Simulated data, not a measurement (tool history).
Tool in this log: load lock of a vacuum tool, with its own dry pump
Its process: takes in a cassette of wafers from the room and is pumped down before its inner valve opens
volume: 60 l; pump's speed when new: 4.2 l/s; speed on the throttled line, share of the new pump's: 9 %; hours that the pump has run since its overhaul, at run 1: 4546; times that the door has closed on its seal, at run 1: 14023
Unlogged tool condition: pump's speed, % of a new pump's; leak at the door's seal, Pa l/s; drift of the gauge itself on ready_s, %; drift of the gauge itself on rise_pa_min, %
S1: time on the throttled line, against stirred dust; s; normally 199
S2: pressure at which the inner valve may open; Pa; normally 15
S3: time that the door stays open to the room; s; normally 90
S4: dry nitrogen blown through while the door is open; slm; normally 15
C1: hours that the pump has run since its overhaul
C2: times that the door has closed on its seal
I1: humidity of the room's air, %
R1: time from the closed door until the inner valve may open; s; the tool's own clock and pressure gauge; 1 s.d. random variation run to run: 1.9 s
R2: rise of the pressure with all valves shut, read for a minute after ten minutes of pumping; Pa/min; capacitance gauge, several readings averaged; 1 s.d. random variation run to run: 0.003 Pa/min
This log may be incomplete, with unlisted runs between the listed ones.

{"run": 1, "hour": 0.0, "S1": 199, "S2": 15, "S3": 90, "S4": 15, "C1": 4546, "C2": 14023, "I1": 45, "R1": 313.6, "R2": 0.068}
{"run": 2, "hour": 53.0, "S1": 199, "S2": 15, "S3": 90, "S4": 15, "C1": 4598, "C2": 14200, "I1": 46.5, "R1": 314.5, "R2": 0.072}
{"run": 3, "hour": 133.0, "S1": 199, "S2": 11, "S3": 90, "S4": 15, "C1": 4678, "C2": 14467, "I1": 45, "R1": 319.8, "R2": 0.071}
{"run": 4, "hour": 194.6, "S1": 199, "S2": 15, "S3": 90, "S4": 15, "C1": 4740, "C2": 14672, "I1": 42.8, "R1": 310.7, "R2": 0.067}
{"run": 5, "hour": 262.7, "S1": 199, "S2": 15, "S3": 90, "S4": 15, "C1": 4808, "C2": 14899, "I1": 44.7, "R1": 312.8, "R2": 0.072}
{"run": 6, "hour": 356.6, "S1": 112, "S2": 15, "S3": 90, "S4": 15, "C1": 4902, "C2": 15212, "I1": 43, "R1": 238.3, "R2": 0.073}
{"run": 7, "hour": 427.9, "S1": 199, "S2": 15, "S3": 40, "S4": 15, "C1": 4973, "C2": 15450, "I1": 44, "R1": 314.2, "R2": 0.068}
{"run": 8, "hour": 531.6, "S1": 199, "S2": 15, "S3": 40, "S4": 15, "C1": 5077, "C2": 15796, "I1": 45.4, "R1": 312.3, "R2": 0.076}
{"run": 9, "hour": 586.9, "S1": 199, "S2": 15, "S3": 40, "S4": 15, "C1": 5132, "C2": 15980, "I1": 45.1, "R1": 315.9, "R2": 0.067}
{"run": 10, "hour": 654.0, "S1": 199, "S2": 15, "S3": 40, "S4": 15, "C1": 5199, "C2": 16204, "I1": 44.7, "R1": 317.3, "R2": 0.071}
{"run": 11, "hour": 711.5, "S1": 199, "S2": 15, "S3": 40, "S4": 15, "C1": 5257, "C2": 16396, "I1": 43.5, "R1": 315.3, "R2": 0.067}
{"run": 12, "hour": 766.2, "S1": 342, "S2": 15, "S3": 40, "S4": 15, "C1": 5312, "C2": 16579, "I1": 43.9, "R1": 448.1, "R2": 0.065}
{"run": 13, "hour": 816.5, "S1": 199, "S2": 15, "S3": 90, "S4": 34, "C1": 5362, "C2": 16746, "I1": 43.9, "R1": 317.8, "R2": 0.071}
{"run": 14, "hour": 897.0, "S1": 199, "S2": 12, "S3": 90, "S4": 15, "C1": 5442, "C2": 17015, "I1": 45.2, "R1": 319.3, "R2": 0.082}
{"run": 15, "hour": 1005.3, "S1": 199, "S2": 17, "S3": 90, "S4": 15, "C1": 5551, "C2": 17376, "I1": 42.3, "R1": 314.2, "R2": 0.084}
{"run": 16, "hour": 1098.1, "S1": 199, "S2": 17, "S3": 90, "S4": 15, "C1": 5644, "C2": 17686, "I1": 44.8, "R1": 316.3, "R2": 0.076}
{"run": 17, "hour": 1167.3, "S1": 199, "S2": 17, "S3": 90, "S4": 15, "C1": 5713, "C2": 17916, "I1": 47.3, "R1": 312.3, "R2": 0.086}
{"run": 18, "hour": 1278.8, "S1": 199, "S2": 17, "S3": 90, "S4": 15, "C1": 5824, "C2": 18288, "I1": 43.3, "R1": 314.9, "R2": 0.079}
{"run": 19, "hour": 1368.1, "S1": 199, "S2": 17, "S3": 90, "S4": 15, "C1": 5914, "C2": 18586, "I1": 44.4, "R1": 315.7, "R2": 0.085}
{"run": 20, "hour": 1422.4, "S1": 199, "S2": 17, "S3": 90, "S4": 15, "C1": 5968, "C2": 18767, "I1": 46.7, "R1": 313.9, "R2": 0.09}
{"run": 21, "hour": 1499.4, "S1": 199, "S2": 17, "S3": 90, "S4": 15, "C1": 6045, "C2": 19024, "I1": 43.8, "R1": 317.3, "R2": 0.082}
{"run": 22, "hour": 1568.2, "S1": 354, "S2": 15, "S3": 94, "S4": 15, "C1": 6114, "C2": 19253, "I1": 43.1, "R1": 462.6, "R2": 0.093}
{"run": 23, "hour": 1655.3, "S1": 246, "S2": 15, "S3": 58, "S4": 15, "C1": 6201, "C2": 19544, "I1": 48.6, "R1": 361.5, "R2": 0.092}
{"run": 24, "hour": 1755.2, "S1": 246, "S2": 15, "S3": 58, "S4": 15, "C1": 6301, "C2": 19877, "I1": 47.3, "R1": 359, "R2": 0.092}
{"run": 25, "hour": 1802.7, "S1": 246, "S2": 15, "S3": 58, "S4": 15, "C1": 6348, "C2": 20036, "I1": 41.1, "R1": 361.5, "R2": 0.08}
{"run": 26, "hour": 1850.8, "S1": 246, "S2": 15, "S3": 58, "S4": 15, "C1": 6396, "C2": 20196, "I1": 45.4, "R1": 363, "R2": 0.093}
{"run": 27, "hour": 1942.3, "S1": 199, "S2": 20, "S3": 90, "S4": 15, "C1": 6488, "C2": 20501, "I1": 46.1, "R1": 312.8, "R2": 0.099}
{"run": 28, "hour": 2011.8, "S1": 199, "S2": 30, "S3": 90, "S4": 4, "C1": 6557, "C2": 20733, "I1": 39.9, "R1": 308.2, "R2": 0.097}
{"run": 29, "hour": 2093.9, "S1": 199, "S2": 26, "S3": 62, "S4": 15, "C1": 6639, "C2": 21006, "I1": 47.1, "R1": 313.7, "R2": 0.094}
{"run": 30, "hour": 2178.2, "S1": 199, "S2": 26, "S3": 25, "S4": 15, "C1": 6724, "C2": 21288, "I1": 42.8, "R1": 311.2, "R2": 0.091}
{"run": 31, "hour": 2257.3, "S1": 125, "S2": 27, "S3": 90, "S4": 15, "C1": 6803, "C2": 21552, "I1": 43.4, "R1": 245.4, "R2": 0.096}
{"run": 32, "hour": 2335.0, "S1": 199, "S2": 15, "S3": 80, "S4": 15, "C1": 6880, "C2": 21811, "I1": 43.9, "R1": 324.3, "R2": 0.102}
{"run": 33, "hour": 2427.1, "S1": 199, "S2": 15, "S3": 80, "S4": 15, "C1": 6973, "C2": 22118, "I1": 43.5, "R1": 320.3, "R2": 0.097}

Below, some changes in R1 between adjacent runs. For each, the amount present without the hidden state too (settings, incoming material, random variation) and the amount remaining for the hidden state with gauge scatter not shared by both compared results:
Run 11 -> 12: S1 199 -> 342. R1 +132.8 s: hidden state -1, all else +133.8.
Run 12 -> 13: S1 342 -> 199, S3 40 -> 90, S4 15 -> 34. R1 -130.3 s: hidden state +1.3, all else -131.6.
Run 21 -> 22: S1 199 -> 354, S2 17 -> 15, S3 90 -> 94. R1 +145.3 s: hidden state -1.1, all else +146.4.
Run 22 -> 23: S1 354 -> 246, S3 94 -> 58. R1 -101.1 s: hidden state +1.1, all else -102.2.

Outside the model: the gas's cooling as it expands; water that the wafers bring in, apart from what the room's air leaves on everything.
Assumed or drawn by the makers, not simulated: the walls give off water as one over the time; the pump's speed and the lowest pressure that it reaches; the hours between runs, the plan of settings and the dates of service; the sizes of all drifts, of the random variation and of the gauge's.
